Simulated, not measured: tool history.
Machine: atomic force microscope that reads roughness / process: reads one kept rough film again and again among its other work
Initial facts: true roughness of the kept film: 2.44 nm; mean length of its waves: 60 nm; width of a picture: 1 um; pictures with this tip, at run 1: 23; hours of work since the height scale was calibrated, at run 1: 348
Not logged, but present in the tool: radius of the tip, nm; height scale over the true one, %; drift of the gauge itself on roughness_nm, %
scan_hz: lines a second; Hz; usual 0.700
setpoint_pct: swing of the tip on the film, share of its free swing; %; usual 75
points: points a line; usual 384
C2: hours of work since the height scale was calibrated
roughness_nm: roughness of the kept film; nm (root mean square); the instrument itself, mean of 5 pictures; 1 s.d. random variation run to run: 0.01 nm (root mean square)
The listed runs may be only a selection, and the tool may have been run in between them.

{"run": 1, "hour": 0.0, "scan_hz": 0.7, "setpoint_pct": 75, "points": 384, "pictures with this tip": 23, "C2": 348, "roughness_nm": 2.308}
{"hour": 21.0, "done": "new tip fitted"}
{"run": 2, "hour": 21.9, "scan_hz": 1.323, "setpoint_pct": 75, "points": 384, "pictures with this tip": 2, "C2": 364, "roughness_nm": 2.235}
{"run": 3, "hour": 33.0, "scan_hz": 0.7, "setpoint_pct": 61, "points": 384, "pictures with this tip": 30, "C2": 371, "roughness_nm": 2.354}
{"run": 4, "hour": 47.3, "scan_hz": 0.7, "setpoint_pct": 75, "points": 384, "pictures with this tip": 65, "C2": 382, "roughness_nm": 2.291}
{"hour": 50.1, "done": "new tip fitted"}
{"run": 5, "hour": 68.5, "scan_hz": 0.7, "setpoint_pct": 75, "points": 384, "pictures with this tip": 46, "C2": 396, "roughness_nm": 2.313}
{"hour": 78.9, "done": "new tip fitted"}
{"run": 6, "hour": 85.5, "scan_hz": 0.7, "setpoint_pct": 75, "points": 384, "pictures with this tip": 17, "C2": 408, "roughness_nm": 2.319}
{"run": 7, "hour": 96.3, "scan_hz": 1.479, "setpoint_pct": 75, "points": 384, "pictures with this tip": 44, "C2": 416, "roughness_nm": 2.222}
{"run": 8, "hour": 105.5, "scan_hz": 1.073, "setpoint_pct": 75, "points": 384, "pictures with this tip": 67, "C2": 422, "roughness_nm": 2.241}
{"hour": 107.7, "done": "new tip fitted"}
{"run": 9, "hour": 125.7, "scan_hz": 0.642, "setpoint_pct": 75, "points": 384, "pictures with this tip": 45, "C2": 436, "roughness_nm": 2.31}
{"run": 10, "hour": 135.0, "scan_hz": 0.7, "setpoint_pct": 75, "points": 548, "pictures with this tip": 68, "C2": 443, "roughness_nm": 2.297}
{"hour": 137.1, "done": "new tip fitted"}
{"run": 11, "hour": 153.7, "scan_hz": 2.0, "setpoint_pct": 75, "points": 384, "pictures with this tip": 41, "C2": 456, "roughness_nm": 2.144}
{"hour": 166.0, "done": "new tip fitted"}
{"run": 12, "hour": 166.0, "scan_hz": 2.0, "setpoint_pct": 75, "points": 384, "pictures with this tip": 0, "C2": 465, "roughness_nm": 2.142}
{"run": 13, "hour": 181.1, "scan_hz": 1.565, "setpoint_pct": 61, "points": 384, "pictures with this tip": 38, "C2": 475, "roughness_nm": 2.306}
{"hour": 195.3, "done": "new tip fitted"}
{"run": 14, "hour": 196.7, "scan_hz": 2.575, "setpoint_pct": 59, "points": 394, "pictures with this tip": 3, "C2": 486, "roughness_nm": 2.265}
{"run": 15, "hour": 210.8, "scan_hz": 2.575, "setpoint_pct": 56, "points": 394, "pictures with this tip": 38, "C2": 496, "roughness_nm": 2.285}
{"hour": 223.9, "done": "new tip fitted"}
{"run": 16, "hour": 226.7, "scan_hz": 2.624, "setpoint_pct": 75, "points": 384, "pictures with this tip": 7, "C2": 507, "roughness_nm": 2.092}
{"run": 17, "hour": 242.0, "scan_hz": 1.878, "setpoint_pct": 79, "points": 384, "pictures with this tip": 45, "C2": 518, "roughness_nm": 2.113}
{"hour": 252.6, "done": "new tip fitted"}
{"run": 18, "hour": 264.5, "scan_hz": 0.7, "setpoint_pct": 88, "points": 466, "pictures with this tip": 29, "C2": 534, "roughness_nm": 2.223}
{"hour": 282.2, "done": "new tip fitted"}
{"run": 19, "hour": 284.6, "scan_hz": 1.818, "setpoint_pct": 83, "points": 287, "pictures with this tip": 6, "C2": 548, "roughness_nm": 2.061}
{"run": 20, "hour": 299.5, "scan_hz": 0.529, "setpoint_pct": 77, "points": 880, "pictures with this tip": 43, "C2": 558, "roughness_nm": 2.326}
{"run": 21, "hour": 309.7, "scan_hz": 0.529, "setpoint_pct": 77, "points": 880, "pictures with this tip": 68, "C2": 566, "roughness_nm": 2.315}

What if the next run were any one of these 4? Each begins from the tool's condition after run 21:
{"hour": 311.4, "done": "new tip fitted"}
{"run": "A", "hour": 331.6, "scan_hz": 0.529, "setpoint_pct": 66, "points": 259, "pictures with this tip": 51, "C2": 581, "roughness_nm": "?"}
{"hour": 311.4, "done": "new tip fitted"}
{"run": "B", "hour": 331.6, "scan_hz": 2.484, "setpoint_pct": 63, "points": 813, "pictures with this tip": 51, "C2": 581, "roughness_nm": "?"}
{"hour": 311.4, "done": "new tip fitted"}
{"run": "C", "hour": 331.6, "scan_hz": 2.466, "setpoint_pct": 61, "points": 404, "pictures with this tip": 51, "C2": 581, "roughness_nm": "?"}
{"hour": 311.4, "done": "new tip fitted"}
{"run": "D", "hour": 331.6, "scan_hz": 1.599, "setpoint_pct": 68, "points": 384, "pictures with this tip": 51, "C2": 581, "roughness_nm": "?"}

run=A roughness_nm=2.358
run=B roughness_nm=2.220
run=C roughness_nm=2.260
run=D roughness_nm=2.260
Take away the tool's hidden state, keep each run's random variation, and the runs would have read:
run=A roughness_nm=2.362
run=B roughness_nm=2.224
run=C roughness_nm=2.264
run=D roughness_nm=2.264
